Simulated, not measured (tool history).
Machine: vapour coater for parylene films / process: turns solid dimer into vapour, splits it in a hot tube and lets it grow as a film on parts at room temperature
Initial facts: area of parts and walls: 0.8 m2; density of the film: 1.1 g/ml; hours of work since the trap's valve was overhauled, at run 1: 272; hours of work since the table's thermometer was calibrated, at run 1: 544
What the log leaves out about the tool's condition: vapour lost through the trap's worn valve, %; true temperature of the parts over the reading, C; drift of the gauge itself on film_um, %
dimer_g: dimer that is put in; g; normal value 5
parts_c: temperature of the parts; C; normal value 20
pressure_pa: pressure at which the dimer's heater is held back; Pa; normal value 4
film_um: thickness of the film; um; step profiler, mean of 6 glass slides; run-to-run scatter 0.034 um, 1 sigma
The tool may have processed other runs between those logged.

| run | hour | dimer_g | parts_c | pressure_pa | hours of work since the trap's valve was overhauled | hours of work since the table's thermometer was calibrated | film_um |
|---|---|---|---|---|---|---|---|
| 1 | 0 | 5 | 20 | 4 | 272 | 544 | 3.2 |
| 2 | 11.4 | 5 | 20 | 9.45 | 281 | 553 | 3.08 |
| 3 | 34.5 | 5 | 20 | 4 | 299 | 571 | 3.15 |
| 4 | 48.9 | 5 | 18 | 4 | 310 | 582 | 3.37 |
| 5 | 71.4 | 5 | 18 | 4 | 327 | 599 | 3.33 |
| 6 | 84.4 | 5 | 20 | 3.28 | 337 | 609 | 3.14 |
| 7 | 106.7 | 5 | 20 | 3.28 | 354 | 626 | 3.18 |
| 8 | 123.5 | 5 | 20 | 3.28 | 367 | 639 | 3.21 |
| 9 | 142.1 | 5 | 28 | 4.42 | 382 | 654 | 2.46 |
| 10 | 159.2 | 3 | 13 | 4.42 | 395 | 667 | 2.2 |
| 11 | 174.6 | 3 | 17 | 3.65 | 407 | 679 | 1.99 |
| 12 | 185.6 | 5 | 23 | 7.11 | 415 | 687 | 2.74 |
| 13 | 204.2 | 4 | 15 | 3.98 | 430 | 702 | 2.72 |
| 14 | 222.3 | 5 | 14 | 3.58 | 443 | 716 | 3.55 |

Consider 4 possible next runs. They are alternatives, not a sequence: every one starts from the tool as it was left by run 14. What does each give?
| A | 234.2 | 5 | 14 | 3.21 | 453 | 725 | ? |
| B | 234.2 | 3 | 20 | 2.31 | 453 | 725 | ? |
| C | 234.2 | 9 | 14 | 3.58 | 453 | 725 | ? |
| D | 234.2 | 2 | 22 | 3.58 | 453 | 725 | ? |

| run | film_um |
|---|---|
| A | 3.58 |
| B | 1.83 |
| C | 6.24 |
| D | 1.17 |
Take away the tool's hidden state, keep each run's random variation, and the runs would have read:
| run | film_um |
|---|---|
| A | 4.07 |
| B | 2.09 |
| C | 7.09 |
| D | 1.32 |

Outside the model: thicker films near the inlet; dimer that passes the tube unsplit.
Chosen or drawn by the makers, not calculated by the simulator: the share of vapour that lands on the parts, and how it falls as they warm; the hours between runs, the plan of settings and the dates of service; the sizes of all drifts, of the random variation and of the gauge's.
